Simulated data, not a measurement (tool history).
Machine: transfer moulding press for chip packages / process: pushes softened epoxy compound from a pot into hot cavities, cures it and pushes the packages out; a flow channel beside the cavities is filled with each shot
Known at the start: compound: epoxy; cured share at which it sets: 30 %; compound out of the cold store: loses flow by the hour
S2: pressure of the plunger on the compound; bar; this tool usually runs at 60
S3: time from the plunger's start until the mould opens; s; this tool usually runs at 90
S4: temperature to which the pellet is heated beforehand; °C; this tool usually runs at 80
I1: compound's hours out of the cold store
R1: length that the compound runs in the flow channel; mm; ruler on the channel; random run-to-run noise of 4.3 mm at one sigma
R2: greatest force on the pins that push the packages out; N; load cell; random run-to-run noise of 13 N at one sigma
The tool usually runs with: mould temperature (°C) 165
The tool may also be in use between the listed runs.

{"run": 1, "day": 0.0, "mould temperature (°C)": 165, "S2": 60, "S3": 90, "S4": 80, "I1": 39, "R1": 611, "R2": 597}
{"day": 1.362, "done": "mould's thermocouples calibrated"}
{"day": 1.617, "done": "cavities cleaned with cleaning compound and waxed"}
{"run": 2, "day": 2.521, "mould temperature (°C)": 165, "S2": 60, "S3": 90, "S4": 80, "I1": 22.6, "R1": 662, "R2": 658}
{"day": 2.938, "done": "plunger's sealing rings changed"}
{"run": 3, "day": 3.596, "mould temperature (°C)": 165, "S2": 60, "S3": 83, "S4": 80, "I1": 46.6, "R1": 594, "R2": 705}
{"day": 4.954, "done": "cavities cleaned with cleaning compound and waxed"}
{"run": 4, "day": 6.012, "mould temperature (°C)": 165, "S2": 60, "S3": 90, "S4": 74, "I1": 28, "R1": 651, "R2": 648}
{"day": 8.162, "done": "cavities cleaned with cleaning compound and waxed"}
{"run": 5, "day": 8.304, "mould temperature (°C)": 165, "S2": 61.5, "S3": 90, "S4": 80, "I1": 24.4, "R1": 674, "R2": 629}
{"run": 6, "day": 9.883, "mould temperature (°C)": 165, "S2": 61.5, "S3": 90, "S4": 80, "I1": 37.8, "R1": 624, "R2": 598}
{"day": 11.304, "done": "cavities cleaned with cleaning compound and waxed"}
{"run": 7, "day": 12.146, "mould temperature (°C)": 165, "S2": 61.5, "S3": 90, "S4": 80, "I1": 35.4, "R1": 636, "R2": 595}
{"day": 13.583, "done": "plunger's sealing rings changed"}
{"run": 8, "day": 14.371, "mould temperature (°C)": 165, "S2": 61.5, "S3": 90, "S4": 80, "I1": 46.7, "R1": 598, "R2": 610}
{"day": 14.6, "done": "cavities cleaned with cleaning compound and waxed"}
{"run": 9, "day": 16.204, "mould temperature (°C)": 165, "S2": 61.5, "S3": 90, "S4": 80, "I1": 43.7, "R1": 608, "R2": 584}
{"day": 17.829, "done": "cavities cleaned with cleaning compound and waxed"}
{"run": 10, "day": 18.229, "mould temperature (°C)": 165, "S2": 61.5, "S3": 90, "S4": 80, "I1": 47.6, "R1": 589, "R2": 596}
{"run": 11, "day": 20.529, "mould temperature (°C)": 165, "S2": 61.5, "S3": 90, "S4": 80, "I1": 43.4, "R1": 608, "R2": 609}
{"day": 21.012, "done": "cavities cleaned with cleaning compound and waxed"}
{"run": 12, "day": 21.671, "mould temperature (°C)": 165, "S2": 61.5, "S3": 90, "S4": 78, "I1": 36.4, "R1": 626, "R2": 596}
{"run": 13, "day": 22.779, "mould temperature (°C)": 165, "S2": 58.8, "S3": 90, "S4": 80, "I1": 12.6, "R1": 692, "R2": 665}
{"day": 24.142, "done": "cavities cleaned with cleaning compound and waxed"}
{"day": 24.379, "done": "plunger's sealing rings changed"}
{"run": 14, "day": 24.396, "mould temperature (°C)": 162, "S2": 50, "S3": 90, "S4": 77, "I1": 39.4, "R1": 567, "R2": 779}
{"run": 15, "day": 25.917, "mould temperature (°C)": 157, "S2": 45.3, "S3": 124, "S4": 70, "I1": 38.6, "R1": 554, "R2": 604}
{"run": 16, "day": 27.088, "mould temperature (°C)": 163, "S2": 55.2, "S3": 90, "S4": 74, "I1": 11.7, "R1": 683, "R2": 841}
{"day": 27.5, "done": "cavities cleaned with cleaning compound and waxed"}
{"run": 17, "day": 29.362, "mould temperature (°C)": 163, "S2": 64.4, "S3": 127, "S4": 76, "I1": 8.3, "R1": 752, "R2": 443}
{"run": 18, "day": 30.454, "mould temperature (°C)": 167, "S2": 66.3, "S3": 75, "S4": 80, "I1": 28.7, "R1": 668, "R2": 879}
{"day": 30.712, "done": "cavities cleaned with cleaning compound and waxed"}
{"run": 19, "day": 31.975, "mould temperature (°C)": 167, "S2": 66.3, "S3": 75, "S4": 80, "I1": 22.3, "R1": 702, "R2": 858}
{"day": 33.283, "done": "mould's thermocouples calibrated"}
{"day": 33.892, "done": "cavities cleaned with cleaning compound and waxed"}
{"run": 20, "day": 34.425, "mould temperature (°C)": 160, "S2": 60.4, "S3": 86, "S4": 88, "I1": 35.4, "R1": 638, "R2": 992}
{"day": 35.238, "done": "plunger's sealing rings changed"}
{"run": 21, "day": 35.629, "mould temperature (°C)": 160, "S2": 60.4, "S3": 86, "S4": 88, "I1": 16.6, "R1": 703, "R2": 1119}
{"day": 37.217, "done": "cavities cleaned with cleaning compound and waxed"}
{"run": 22, "day": 37.362, "mould temperature (°C)": 168, "S2": 59.1, "S3": 78, "S4": 80, "I1": 33.1, "R1": 620, "R2": 686}
{"run": 23, "day": 38.704, "mould temperature (°C)": 165, "S2": 60, "S3": 121, "S4": 80, "I1": 43.4, "R1": 599, "R2": 420}
{"day": 40.312, "done": "cavities cleaned with cleaning compound and waxed"}
{"run": 24, "day": 40.858, "mould temperature (°C)": 165, "S2": 60, "S3": 84, "S4": 82, "I1": 29.3, "R1": 652, "R2": 724}
{"run": 25, "day": 43.125, "mould temperature (°C)": 165, "S2": 60, "S3": 84, "S4": 82, "I1": 20.9, "R1": 674, "R2": 762}
{"day": 43.5, "done": "cavities cleaned with cleaning compound and waxed"}
{"run": 26, "day": 44.329, "mould temperature (°C)": 165, "S2": 60, "S3": 84, "S4": 82, "I1": 20.4, "R1": 670, "R2": 723}

Here are 3 independent what-if runs from the current tool condition. What would each one return?
{"day": 46.025, "done": "plunger's sealing rings changed"}
{"run": "A", "day": 46.479, "mould temperature (°C)": 170, "S2": 62, "S3": 90, "S4": 73, "I1": 15, "R1": "?", "R2": "?"}
{"day": 46.025, "done": "plunger's sealing rings changed"}
{"run": "B", "day": 46.479, "mould temperature (°C)": 158, "S2": 67.4, "S3": 115, "S4": 80, "I1": 24.1, "R1": "?", "R2": "?"}
{"day": 46.025, "done": "plunger's sealing rings changed"}
{"run": "C", "day": 46.479, "mould temperature (°C)": 165, "S2": 60, "S3": 106, "S4": 72, "I1": 21.7, "R1": "?", "R2": "?"}

run=A R1=696 R2=495
run=B R1=723 R2=670
run=C R1=670 R2=489
Without the tool's unlogged condition, the same runs would have read:
run=A R1=696 R2=492
run=B R1=723 R2=666
run=C R1=670 R2=486

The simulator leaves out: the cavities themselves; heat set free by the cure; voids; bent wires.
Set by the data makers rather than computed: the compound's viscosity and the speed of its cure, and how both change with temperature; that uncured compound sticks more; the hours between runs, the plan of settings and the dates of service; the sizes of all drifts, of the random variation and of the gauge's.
